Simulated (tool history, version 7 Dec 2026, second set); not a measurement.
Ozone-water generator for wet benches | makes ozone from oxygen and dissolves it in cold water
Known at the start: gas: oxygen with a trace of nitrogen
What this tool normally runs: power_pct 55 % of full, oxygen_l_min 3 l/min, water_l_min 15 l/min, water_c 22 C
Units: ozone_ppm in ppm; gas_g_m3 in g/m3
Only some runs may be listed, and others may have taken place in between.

{"run": 1, "day": 0.0, "power_pct": 55, "oxygen_l_min": 3, "water_l_min": 15, "water_c": 22, "ozone_ppm": 11, "gas_g_m3": 129.1}
{"run": 2, "day": 2.488, "power_pct": 55, "oxygen_l_min": 2.81, "water_l_min": 15, "water_c": 22, "ozone_ppm": 11, "gas_g_m3": 134.2}
{"run": 3, "day": 4.971, "power_pct": 55, "oxygen_l_min": 3, "water_l_min": 15, "water_c": 22, "ozone_ppm": 10.6, "gas_g_m3": 126.8}
{"run": 4, "day": 7.579, "power_pct": 55, "oxygen_l_min": 3, "water_l_min": 15, "water_c": 22, "ozone_ppm": 10.9, "gas_g_m3": 128.2}
{"run": 5, "day": 8.846, "power_pct": 55, "oxygen_l_min": 3, "water_l_min": 15, "water_c": 22, "ozone_ppm": 10.8, "gas_g_m3": 127}
{"run": 6, "day": 10.788, "power_pct": 55, "oxygen_l_min": 3, "water_l_min": 15, "water_c": 22, "ozone_ppm": 10.9, "gas_g_m3": 126.7}
{"run": 7, "day": 12.588, "power_pct": 55, "oxygen_l_min": 3, "water_l_min": 15, "water_c": 22, "ozone_ppm": 10.9, "gas_g_m3": 127.1}
{"run": 8, "day": 15.696, "power_pct": 55, "oxygen_l_min": 3, "water_l_min": 15, "water_c": 24, "ozone_ppm": 10.6, "gas_g_m3": 125.7}
{"run": 9, "day": 17.175, "power_pct": 55, "oxygen_l_min": 3, "water_l_min": 15, "water_c": 24, "ozone_ppm": 10.4, "gas_g_m3": 126.4}
{"run": 10, "day": 18.738, "power_pct": 55, "oxygen_l_min": 3, "water_l_min": 15, "water_c": 22, "ozone_ppm": 10.8, "gas_g_m3": 126.5}
{"run": 11, "day": 21.088, "power_pct": 55, "oxygen_l_min": 3, "water_l_min": 15, "water_c": 22, "ozone_ppm": 10.7, "gas_g_m3": 127.6}
{"run": 12, "day": 22.367, "power_pct": 55, "oxygen_l_min": 3, "water_l_min": 15, "water_c": 22, "ozone_ppm": 10.5, "gas_g_m3": 126.1}
{"run": 13, "day": 24.862, "power_pct": 55, "oxygen_l_min": 3, "water_l_min": 15, "water_c": 22, "ozone_ppm": 10.7, "gas_g_m3": 126.6}
{"run": 14, "day": 26.408, "power_pct": 55, "oxygen_l_min": 3, "water_l_min": 15, "water_c": 22, "ozone_ppm": 10.6, "gas_g_m3": 124.9}
{"run": 15, "day": 29.396, "power_pct": 43, "oxygen_l_min": 3, "water_l_min": 15, "water_c": 22, "ozone_ppm": 9, "gas_g_m3": 105.3}
{"run": 16, "day": 32.504, "power_pct": 74, "oxygen_l_min": 4.16, "water_l_min": 24, "water_c": 23, "ozone_ppm": 7.8, "gas_g_m3": 121.3}
{"run": 17, "day": 34.562, "power_pct": 74, "oxygen_l_min": 4.16, "water_l_min": 24, "water_c": 23, "ozone_ppm": 8, "gas_g_m3": 122.6}
{"run": 18, "day": 36.988, "power_pct": 74, "oxygen_l_min": 4.16, "water_l_min": 24, "water_c": 23, "ozone_ppm": 7.7, "gas_g_m3": 123}
{"run": 19, "day": 39.792, "power_pct": 90, "oxygen_l_min": 5.25, "water_l_min": 21, "water_c": 23, "ozone_ppm": 9.9, "gas_g_m3": 119}
{"run": 20, "day": 42.458, "power_pct": 90, "oxygen_l_min": 5.25, "water_l_min": 21, "water_c": 23, "ozone_ppm": 9.8, "gas_g_m3": 118.3}
{"run": 21, "day": 44.146, "power_pct": 92, "oxygen_l_min": 3, "water_l_min": 12, "water_c": 22, "ozone_ppm": 17.5, "gas_g_m3": 173.7}
{"run": 22, "day": 46.383, "power_pct": 75, "oxygen_l_min": 3, "water_l_min": 10, "water_c": 15, "ozone_ppm": 19.8, "gas_g_m3": 151.4}
{"run": 23, "day": 48.746, "power_pct": 55, "oxygen_l_min": 2.24, "water_l_min": 13, "water_c": 22, "ozone_ppm": 12.1, "gas_g_m3": 150.4}
{"run": 24, "day": 50.779, "power_pct": 55, "oxygen_l_min": 2.24, "water_l_min": 13, "water_c": 22, "ozone_ppm": 12.2, "gas_g_m3": 150}
{"run": 25, "day": 53.633, "power_pct": 55, "oxygen_l_min": 2.24, "water_l_min": 13, "water_c": 22, "ozone_ppm": 11.8, "gas_g_m3": 148}
{"run": 26, "day": 56.204, "power_pct": 44, "oxygen_l_min": 3, "water_l_min": 12, "water_c": 19, "ozone_ppm": 11.2, "gas_g_m3": 104.1}
{"run": 27, "day": 59.158, "power_pct": 47, "oxygen_l_min": 3, "water_l_min": 15, "water_c": 23, "ozone_ppm": 8.9, "gas_g_m3": 110.5}
{"run": 28, "day": 61.629, "power_pct": 47, "oxygen_l_min": 3, "water_l_min": 15, "water_c": 23, "ozone_ppm": 9, "gas_g_m3": 109.3}
{"run": 29, "day": 63.917, "power_pct": 45, "oxygen_l_min": 2.79, "water_l_min": 18, "water_c": 21, "ozone_ppm": 7.5, "gas_g_m3": 111.2}
{"run": 30, "day": 65.962, "power_pct": 59, "oxygen_l_min": 2.79, "water_l_min": 18, "water_c": 14, "ozone_ppm": 9.5, "gas_g_m3": 132.8}

Forecast each of these 4 alternatives for the next run:
{"run": "A", "day": 67.517, "power_pct": 48, "oxygen_l_min": 1.53, "water_l_min": 18, "water_c": 15, "ozone_ppm": "?", "gas_g_m3": "?"}
{"run": "B", "day": 67.517, "power_pct": 55, "oxygen_l_min": 3, "water_l_min": 14, "water_c": 26, "ozone_ppm": "?", "gas_g_m3": "?"}
{"run": "C", "day": 67.517, "power_pct": 59, "oxygen_l_min": 2.79, "water_l_min": 18, "water_c": 20, "ozone_ppm": "?", "gas_g_m3": "?"}
{"run": "D", "day": 67.517, "power_pct": 79, "oxygen_l_min": 3, "water_l_min": 15, "water_c": 22, "ozone_ppm": "?", "gas_g_m3": "?"}

run=A ozone_ppm=7.7 gas_g_m3=174.5
run=B ozone_ppm=10 gas_g_m3=120.5
run=C ozone_ppm=9.2 gas_g_m3=132
run=D ozone_ppm=12.7 gas_g_m3=153
With the hidden condition removed and each run's random variation left untouched, the same runs would have given:
run=A ozone_ppm=9.9 gas_g_m3=196.4
run=B ozone_ppm=12.9 gas_g_m3=137.7
run=C ozone_ppm=12 gas_g_m3=152.3
run=D ozone_ppm=17.1 gas_g_m3=182.3
